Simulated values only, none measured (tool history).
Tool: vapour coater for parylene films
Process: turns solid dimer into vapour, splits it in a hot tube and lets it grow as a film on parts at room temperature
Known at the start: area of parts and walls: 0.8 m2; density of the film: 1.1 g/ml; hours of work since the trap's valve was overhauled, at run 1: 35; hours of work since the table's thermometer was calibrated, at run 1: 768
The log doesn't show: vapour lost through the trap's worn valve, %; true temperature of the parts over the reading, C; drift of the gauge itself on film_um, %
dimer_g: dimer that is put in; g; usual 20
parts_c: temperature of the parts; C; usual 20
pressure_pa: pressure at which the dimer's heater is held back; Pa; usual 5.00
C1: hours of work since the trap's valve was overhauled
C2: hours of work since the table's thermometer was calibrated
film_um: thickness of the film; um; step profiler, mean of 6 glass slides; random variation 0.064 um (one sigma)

Run 1, hour 0.0: usual settings; C1 35; C2 768. Result: film_um 17.56 um.
Run 2, hour 24.0: usual settings; C1 50; C2 783. Result: film_um 17.56 um.
Run 3, hour 53.1: usual settings; C1 68; C2 801. Result: film_um 17.63 um.
Run 4, hour 76.0: usual settings; C1 82; C2 815. Result: film_um 17.68 um.
Run 5, hour 94.9: usual settings; C1 94; C2 827. Result: film_um 17.57 um.
Run 6, hour 125.2: usual settings; C1 113; C2 846. Result: film_um 17.51 um.
Run 7, hour 155.7: usual settings; C1 132; C2 865. Result: film_um 17.58 um.
Run 8, hour 175.2: usual settings but dimer_g 28 g, parts_c 26 C, pressure_pa 4.91 Pa; C1 145; C2 877. Result: film_um 18.68 um.
Run 9, hour 203.6: usual settings but dimer_g 28 g, parts_c 26 C, pressure_pa 4.91 Pa; C1 162; C2 895. Result: film_um 18.59 um.
Run 10, hour 222.9: usual settings but dimer_g 28 g, parts_c 26 C, pressure_pa 4.91 Pa; C1 174; C2 907. Result: film_um 18.60 um.
Run 11, hour 249.2: usual settings but parts_c 19 C, pressure_pa 6.64 Pa; C1 191; C2 924. Result: film_um 18.17 um.
Run 12, hour 267.2: usual settings but parts_c 19 C, pressure_pa 6.64 Pa; C1 202; C2 935. Result: film_um 18.02 um.
Run 13, hour 284.4: usual settings but dimer_g 18 g, pressure_pa 7.79 Pa; C1 213; C2 946. Result: film_um 15.36 um.

3 ways to go on from here, each from the tool as it stands after run 13. What would each give?
Run A, hour 300.5: usual settings but dimer_g 19 g, pressure_pa 6.76 Pa; C1 223; C2 956. Result: film_um ?.
Run B, hour 300.5: usual settings but parts_c 13 C, pressure_pa 7.79 Pa; C1 223; C2 956. Result: film_um ?.
Run C, hour 300.5: usual settings but dimer_g 12 g, parts_c 18 C, pressure_pa 10.19 Pa; C1 223; C2 956. Result: film_um ?.

run  film_um
  A    16.39
  B    22.29
  C    11.05
Without the tool's hidden state the same runs would have given:
run  film_um
  A    16.40
  B    22.33
  C    11.06
